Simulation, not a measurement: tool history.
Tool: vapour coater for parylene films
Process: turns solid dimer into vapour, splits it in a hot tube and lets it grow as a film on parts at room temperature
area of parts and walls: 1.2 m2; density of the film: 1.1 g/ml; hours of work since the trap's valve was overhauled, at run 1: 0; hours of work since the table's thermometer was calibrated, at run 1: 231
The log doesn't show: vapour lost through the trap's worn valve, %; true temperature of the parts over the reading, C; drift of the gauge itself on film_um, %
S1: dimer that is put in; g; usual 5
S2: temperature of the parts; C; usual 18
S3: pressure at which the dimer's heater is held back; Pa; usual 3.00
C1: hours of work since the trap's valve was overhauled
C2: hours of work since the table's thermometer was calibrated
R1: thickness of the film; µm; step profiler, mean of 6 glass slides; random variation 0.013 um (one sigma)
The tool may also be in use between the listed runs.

Run 1, hour 0.0: usual settings; C1 0; C2 231. Result: R1 2.15 µm.
Run 2, hour 65.0: usual settings; C1 36; C2 267. Result: R1 2.12 µm.
Run 3, hour 111.8: usual settings; C1 62; C2 294. Result: R1 2.15 µm.
Run 4, hour 189.2: usual settings; C1 106; C2 337. Result: R1 2.11 µm.
Run 5, hour 246.1: usual settings; C1 137; C2 369. Result: R1 2.11 µm.
Run 6, hour 313.7: usual settings; C1 175; C2 406. Result: R1 2.11 µm.
Run 7, hour 390.9: usual settings; C1 218; C2 449. Result: R1 2.08 µm.
Run 8, hour 477.5: usual settings; C1 267; C2 498. Result: R1 2.08 µm.
Run 9, hour 559.9: usual settings; C1 313; C2 544. Result: R1 2.06 µm.
Run 10, hour 614.5: usual settings; C1 343; C2 574. Result: R1 2.08 µm.
Run 11, hour 688.7: usual settings; C1 384; C2 616. Result: R1 2.04 µm.
Run 12, hour 739.9: usual settings but S1 4 g, S2 17 C, S3 3.30 Pa; C1 413; C2 644. Result: R1 1.68 µm.
Run 13, hour 789.0: usual settings but S1 2 g, S2 15 C, S3 3.86 Pa; C1 441; C2 672. Result: R1 0.84 µm.
Run 14, hour 827.4: usual settings but S2 24 C; C1 462; C2 693. Result: R1 1.68 µm.
Run 15, hour 874.3: usual settings but S2 24 C; C1 488; C2 719. Result: R1 1.68 µm.

The same runs without the tool's hidden state, with the same run-to-run variation:
run    R1
  1  2.17
  2  2.15
  3  2.19
  4  2.16
  5  2.16
  6  2.17
  7  2.14
  8  2.16
  9  2.15
 10  2.17
 11  2.15
 12  1.77
 13  0.89
 14  1.78
 15  1.79

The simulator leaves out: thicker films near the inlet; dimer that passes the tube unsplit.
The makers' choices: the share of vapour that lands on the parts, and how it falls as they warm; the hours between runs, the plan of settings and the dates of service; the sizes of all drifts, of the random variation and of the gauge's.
